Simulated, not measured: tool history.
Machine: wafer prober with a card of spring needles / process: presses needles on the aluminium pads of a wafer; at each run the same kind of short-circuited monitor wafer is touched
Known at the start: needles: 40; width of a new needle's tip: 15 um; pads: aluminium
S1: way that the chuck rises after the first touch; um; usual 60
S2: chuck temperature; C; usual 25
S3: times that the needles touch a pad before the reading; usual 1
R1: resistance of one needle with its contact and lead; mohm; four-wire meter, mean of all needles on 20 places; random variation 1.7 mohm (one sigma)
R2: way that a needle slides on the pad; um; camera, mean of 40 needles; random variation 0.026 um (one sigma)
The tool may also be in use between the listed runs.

run,day,S1,S2,S3,R1,R2
1,0.000,60,25,1,190,14.61
# day 1.321: tips cleaned on abrasive film
2,1.662,60,25,1,274,14.53
# day 2.712: tips cleaned on abrasive film
3,3.396,60,25,1,298,14.49
# day 4.008: tips cleaned on abrasive film
# day 5.325: tips cleaned on abrasive film
4,6.067,60,25,1,303,14.45
# day 6.571: tips cleaned on abrasive film
# day 7.817: tips cleaned on abrasive film
5,8.662,60,25,1,307,14.39
# day 9.050: tips cleaned on abrasive film
# day 10.383: tips cleaned on abrasive film
6,10.538,60,25,1,238,14.32
# day 11.717: tips cleaned on abrasive film
7,12.142,60,25,3,213,14.31
# day 12.692: height of the first contact set anew
# day 13.050: tips cleaned on abrasive film
8,13.862,60,25,3,225,14.03
# day 14.417: tips cleaned on abrasive film
# day 15.671: tips cleaned on abrasive film
9,16.175,60,25,1,303,13.95
# day 16.921: tips cleaned on abrasive film
10,17.683,60,25,1,316,13.91
# day 18.250: tips cleaned on abrasive film
# day 19.612: tips cleaned on abrasive film
11,20.325,60,25,1,313,13.87
# day 20.904: tips cleaned on abrasive film
# day 22.267: tips cleaned on abrasive film
12,22.354,74,25,1,205,17.30
# day 23.712: height of the first contact set anew, once more
# day 23.717: tips cleaned on abrasive film
13,24.704,78,25,2,225,19.36
# day 25.058: tips cleaned on abrasive film
# day 26.358: tips cleaned on abrasive film
14,26.358,60,25,1,181,14.77
# day 27.633: tips cleaned on abrasive film
15,27.633,42,34,1,204,10.27
# day 28.946: tips cleaned on abrasive film
# day 30.212: tips cleaned on abrasive film
16,30.246,51,85,3,207,12.50
# day 31.550: tips cleaned on abrasive film
# day 32.783: tips cleaned on abrasive film
17,32.896,51,85,3,216,12.47
# day 34.062: tips cleaned on abrasive film
18,34.062,51,85,3,199,12.44
# day 35.429: tips cleaned on abrasive film
19,36.275,60,28,1,309,14.64
# day 36.738: tips cleaned on abrasive film
20,37.738,71,56,1,280,17.33
# day 37.979: tips cleaned on abrasive film
# day 39.271: tips cleaned on abrasive film
21,40.167,60,30,1,310,14.53
# day 40.529: tips cleaned on abrasive film
# day 41.796: tips cleaned on abrasive film
22,42.179,52,52,3,236,12.50

Branching from run 22: 3 alternative next runs. What would each branch give?
# day 43.129: tips cleaned on abrasive film
A,43.308,51,52,3,?,?
# day 43.129: tips cleaned on abrasive film
B,43.308,60,28,1,?,?
# day 43.129: tips cleaned on abrasive film
C,43.308,78,27,1,?,?

run,R1,R2
A,221,12.19
B,251,14.47
C,222,18.92
Without the tool's unlogged condition, the same runs would have read:
run,R1,R2
A,184,12.62
B,177,14.90
C,175,19.35
